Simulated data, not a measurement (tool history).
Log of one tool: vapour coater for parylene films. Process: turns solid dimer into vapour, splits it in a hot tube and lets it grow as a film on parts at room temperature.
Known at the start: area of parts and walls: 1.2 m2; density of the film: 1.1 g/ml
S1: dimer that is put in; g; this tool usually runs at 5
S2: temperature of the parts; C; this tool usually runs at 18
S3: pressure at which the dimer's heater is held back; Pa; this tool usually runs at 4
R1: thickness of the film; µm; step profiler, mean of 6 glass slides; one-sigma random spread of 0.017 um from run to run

run,hour,S1,S2,S3,R1
1,0,5,18,4,2.63
2,27,5,18,4,2.61
3,44.9,4,18,4,2.1
4,58.1,4,18,4,2.09
5,76.4,4,18,4,2.11
# hour 88: trap's valve overhauled
6,105,4,18,4,2.22
7,125.4,4,23,4,1.88
8,140.3,4,23,4,1.87
9,153.9,4,28,3.57,1.55

Predict the results of run 10:
10,166.9,3,12,5.95,?

{"run 10": {"R1": 2}}
With no hidden state in the tool, this same run would have given R1 1.97 µm.
